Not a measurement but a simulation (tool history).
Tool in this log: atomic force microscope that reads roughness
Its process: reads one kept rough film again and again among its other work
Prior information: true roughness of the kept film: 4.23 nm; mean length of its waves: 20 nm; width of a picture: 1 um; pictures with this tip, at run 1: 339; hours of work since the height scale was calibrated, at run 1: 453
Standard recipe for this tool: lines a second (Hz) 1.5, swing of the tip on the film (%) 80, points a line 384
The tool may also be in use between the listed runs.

| run | hour | lines a second (Hz) | swing of the tip on the film (%) | points a line | pictures with this tip | hours of work since the height scale was calibrated | roughness of the kept film (nm (root mean square)) |
|---|---|---|---|---|---|---|---|
| 1 | 0 | 1.5 | 80 | 384 | 339 | 453 | 1.769 |
|  | 17.3 | new tip fitted |
| 2 | 52 | 1.5 | 80 | 318 | 51 | 484 | 2.545 |
| 3 | 86.7 | 1.5 | 80 | 366 | 103 | 505 | 2.361 |
| 4 | 123.8 | 1.5 | 80 | 366 | 157 | 528 | 2.214 |
| 5 | 159.4 | 1.5 | 80 | 366 | 210 | 550 | 2.061 |
| 6 | 200.1 | 1.5 | 89 | 384 | 270 | 575 | 1.805 |
|  | 264.5 | new tip fitted |
| 7 | 264.5 | 1.5 | 80 | 384 | 0 | 613 | 2.801 |
| 8 | 325.2 | 1.87 | 80 | 384 | 90 | 650 | 2.37 |
| 9 | 379.5 | 1.87 | 80 | 384 | 170 | 684 | 2.135 |
| 10 | 436.5 | 1.87 | 80 | 384 | 254 | 718 | 1.923 |
| 11 | 479.7 | 1.87 | 80 | 384 | 318 | 745 | 1.797 |
|  | 514.4 | new tip fitted |
| 12 | 516.1 | 1.5 | 80 | 384 | 3 | 766 | 2.76 |
| 13 | 571.1 | 1.5 | 59 | 384 | 84 | 800 | 2.67 |
| 14 | 606.3 | 2.13 | 59 | 384 | 136 | 821 | 2.442 |
| 15 | 636.8 | 1.5 | 62 | 384 | 181 | 840 | 2.332 |
| 16 | 668.4 | 1.5 | 62 | 384 | 227 | 859 | 2.204 |
| 17 | 725 | 1.5 | 62 | 384 | 311 | 894 | 1.995 |
|  | 763.3 | new tip fitted |
| 18 | 782.9 | 3.62 | 62 | 384 | 29 | 929 | 2.665 |
| 19 | 833.3 | 3.62 | 84 | 384 | 103 | 959 | 1.872 |
| 20 | 889.9 | 3.62 | 84 | 384 | 186 | 994 | 1.672 |
| 21 | 929.9 | 3.62 | 84 | 384 | 245 | 1018 | 1.561 |
| 22 | 973 | 1.5 | 80 | 860 | 309 | 1045 | 1.828 |
|  | 1011.2 | new tip fitted |
| 23 | 1019 | 1.5 | 56 | 860 | 11 | 1072 | 3 |
| 24 | 1068.1 | 1.5 | 56 | 860 | 84 | 1102 | 2.679 |
| 25 | 1113.2 | 1.5 | 56 | 428 | 150 | 1130 | 2.417 |
| 26 | 1161.2 | 1.5 | 56 | 428 | 221 | 1159 | 2.205 |
| 27 | 1213.2 | 1.5 | 56 | 428 | 298 | 1191 | 2.052 |
|  | 1259.5 | new tip fitted |
| 28 | 1261.5 | 1.21 | 56 | 428 | 3 | 1220 | 3.092 |
| 29 | 1318.2 | 1.01 | 80 | 384 | 87 | 1254 | 2.542 |
| 30 | 1368.4 | 2.86 | 80 | 845 | 161 | 1285 | 2.022 |
| 31 | 1409.9 | 1.73 | 65 | 544 | 222 | 1310 | 2.211 |
| 32 | 1455 | 1.73 | 77 | 544 | 289 | 1338 | 1.919 |
| 33 | 1486.1 | 1.73 | 77 | 544 | 335 | 1357 | 1.816 |
|  | 1508.8 | new tip fitted |
| 34 | 1517.4 | 1.5 | 65 | 384 | 13 | 1375 | 2.851 |
| 35 | 1555.3 | 0.79 | 66 | 384 | 69 | 1398 | 2.665 |
| 36 | 1602.6 | 1.1 | 66 | 384 | 139 | 1427 | 2.383 |
| 37 | 1637.9 | 2.27 | 65 | 384 | 191 | 1449 | 2.125 |
| 38 | 1674.2 | 2.27 | 65 | 384 | 244 | 1471 | 2 |
| 39 | 1705.7 | 1.57 | 61 | 658 | 291 | 1490 | 2.019 |
|  | 1755.8 | new tip fitted |
| 40 | 1771.1 | 2.71 | 70 | 457 | 23 | 1530 | 2.653 |
| 41 | 1832.3 | 2.71 | 70 | 457 | 113 | 1567 | 2.298 |
| 42 | 1859.7 | 2.71 | 70 | 457 | 153 | 1584 | 2.167 |
| 43 | 1912.9 | 1.77 | 71 | 384 | 232 | 1616 | 2.037 |
| 44 | 1943.2 | 1.77 | 71 | 384 | 277 | 1635 | 1.929 |
|  | 2003.8 | new tip fitted |
| 45 | 2003.8 | 1.77 | 71 | 384 | 0 | 1671 | 2.799 |
| 46 | 2046.9 | 1.77 | 71 | 384 | 64 | 1697 | 2.509 |
| 47 | 2092.4 | 1.77 | 71 | 384 | 131 | 1725 | 2.259 |
| 48 | 2141.2 | 1 | 59 | 350 | 203 | 1755 | 2.225 |
| 49 | 2200.8 | 1.53 | 83 | 277 | 291 | 1791 | 1.749 |
|  | 2252.3 | new tip fitted |
| 50 | 2252.3 | 1.53 | 83 | 277 | 0 | 1822 | 2.639 |
| 51 | 2285.5 | 0.52 | 80 | 384 | 49 | 1843 | 2.739 |
| 52 | 2315.5 | 1.5 | 89 | 425 | 93 | 1861 | 2.209 |
| 53 | 2380.3 | 1.5 | 89 | 425 | 189 | 1900 | 1.945 |

How the hidden state differs across the entries between the runs, from the last listed run before each to the first after it:
In the gap between runs 1 and 2: new tip fitted (hour 17.3)
  radius of the tip, nm: 25.1 -> 9.8; height scale over the true one, %: -0.34 -> -0.38
  difference, measured minus the result without the unlogged condition, roughness of the kept film (nm (root mean square)): -1.043 -> -0.241
In the gap between runs 6 and 7: new tip fitted (hour 264.5)
  radius of the tip, nm: 20.9 -> 7.1; height scale over the true one, %: -0.48 -> -0.52
  difference, measured minus the result without the unlogged condition, roughness of the kept film (nm (root mean square)): -0.823 -> -0.02
In the gap between runs 11 and 12: new tip fitted (hour 514.4)
  radius of the tip, nm: 22.6 -> 7.2; height scale over the true one, %: -0.67 -> -0.69
  difference, measured minus the result without the unlogged condition, roughness of the kept film (nm (root mean square)): -0.923 -> -0.039
In the gap between runs 17 and 18: new tip fitted (hour 763.3)
  radius of the tip, nm: 23.1 -> 9.1; height scale over the true one, %: -0.84 -> -0.88
  difference, measured minus the result without the unlogged condition, roughness of the kept film (nm (root mean square)): -1.065 -> -0.203
In the gap between runs 22 and 23: new tip fitted (hour 1011.2)
  radius of the tip, nm: 23.9 -> 8.1; height scale over the true one, %: -1.01 -> -1.04
  difference, measured minus the result without the unlogged condition, roughness of the kept film (nm (root mean square)): -1.028 -> -0.138
In the gap between runs 27 and 28: new tip fitted (hour 1259.5)
  radius of the tip, nm: 22.6 -> 7.2; height scale over the true one, %: -1.17 -> -1.19
  difference, measured minus the result without the unlogged condition, roughness of the kept film (nm (root mean square)): -1.074 -> -0.06
In the gap between runs 33 and 34: new tip fitted (hour 1508.8)
  radius of the tip, nm: 23.6 -> 8.4; height scale over the true one, %: -1.35 -> -1.37
  difference, measured minus the result without the unlogged condition, roughness of the kept film (nm (root mean square)): -1.014 -> -0.174
In the gap between runs 39 and 40: new tip fitted (hour 1755.8)
  radius of the tip, nm: 23 -> 8.3; height scale over the true one, %: -1.5 -> -1.54
  difference, measured minus the result without the unlogged condition, roughness of the kept film (nm (root mean square)): -1.084 -> -0.154
In the gap between runs 44 and 45: new tip fitted (hour 2003.8)
  radius of the tip, nm: 22 -> 7.7; height scale over the true one, %: -1.66 -> -1.7
  difference, measured minus the result without the unlogged condition, roughness of the kept film (nm (root mean square)): -0.984 -> -0.113
In the gap between runs 49 and 50: new tip fitted (hour 2252.3)
  radius of the tip, nm: 23.1 -> 7.2; height scale over the true one, %: -1.84 -> -1.87
  difference, measured minus the result without the unlogged condition, roughness of the kept film (nm (root mean square)): -0.96 -> -0.069

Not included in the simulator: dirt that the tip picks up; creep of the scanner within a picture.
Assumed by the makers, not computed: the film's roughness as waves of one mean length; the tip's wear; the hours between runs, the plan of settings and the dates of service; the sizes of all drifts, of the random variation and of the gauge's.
